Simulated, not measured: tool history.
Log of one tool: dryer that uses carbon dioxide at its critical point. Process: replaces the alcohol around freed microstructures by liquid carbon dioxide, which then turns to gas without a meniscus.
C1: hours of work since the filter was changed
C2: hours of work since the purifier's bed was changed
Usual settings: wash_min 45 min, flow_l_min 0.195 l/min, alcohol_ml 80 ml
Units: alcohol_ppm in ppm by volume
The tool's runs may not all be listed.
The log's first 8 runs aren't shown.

Run 9, day 3.521: usual settings but wash_min 34 min; C1 356; C2 356. Result: alcohol_ppm 876 ppm by volume.
Run 10, day 3.812: usual settings; C1 361; C2 361. Result: alcohol_ppm 262 ppm by volume.
Run 11, day 4.433: usual settings; C1 372; C2 372. Result: alcohol_ppm 253 ppm by volume.
Run 12, day 4.875: usual settings but wash_min 31 min; C1 379; C2 379. Result: alcohol_ppm 1369 ppm by volume.
Run 13, day 5.217: usual settings; C1 385; C2 385. Result: alcohol_ppm 279 ppm by volume.
Run 14, day 5.708: usual settings; C1 393; C2 393. Result: alcohol_ppm 280 ppm by volume.
Run 15, day 6.183: usual settings; C1 402; C2 402. Result: alcohol_ppm 275 ppm by volume.
Run 16, day 6.712: usual settings but alcohol_ml 89 ml; C1 411; C2 411. Result: alcohol_ppm 311 ppm by volume.
Run 17, day 7.317: usual settings; C1 421; C2 421. Result: alcohol_ppm 295 ppm by volume.
Run 18, day 7.662: usual settings; C1 427; C2 427. Result: alcohol_ppm 293 ppm by volume.
At day 7.742: inlet filter changed.
Run 19, day 8.292: usual settings but flow_l_min 0.148 l/min; C1 9; C2 437. Result: alcohol_ppm 532 ppm by volume.
Run 20, day 8.558: usual settings but wash_min 31 min, flow_l_min 0.188 l/min, alcohol_ml 68 ml; C1 14; C2 441. Result: alcohol_ppm 782 ppm by volume.
Run 21, day 9.096: usual settings but flow_l_min 0.252 l/min, alcohol_ml 31 ml; C1 23; C2 451. Result: alcohol_ppm 87 ppm by volume.
Run 22, day 9.462: usual settings but flow_l_min 0.252 l/min, alcohol_ml 31 ml; C1 29; C2 457. Result: alcohol_ppm 83 ppm by volume.
Run 23, day 9.833: usual settings but wash_min 34 min, flow_l_min 0.118 l/min; C1 36; C2 463. Result: alcohol_ppm 3947 ppm by volume.
Run 24, day 10.371: usual settings but wash_min 34 min, flow_l_min 0.118 l/min; C1 45; C2 472. Result: alcohol_ppm 3952 ppm by volume.
Run 25, day 10.65: usual settings but wash_min 34 min, flow_l_min 0.118 l/min; C1 50; C2 477. Result: alcohol_ppm 3893 ppm by volume.
Run 26, day 11.238: usual settings but wash_min 34 min, flow_l_min 0.118 l/min; C1 60; C2 487. Result: alcohol_ppm 4031 ppm by volume.

The next listed run, before its measurement:
Run 27, day 11.783: usual settings but wash_min 34 min, flow_l_min 0.118 l/min; C1 69; C2 496. Result: alcohol_ppm ?.

alcohol_ppm: 4059 ppm by volume
Without the tool's hidden state the same run would have given alcohol_ppm 3673 ppm by volume.
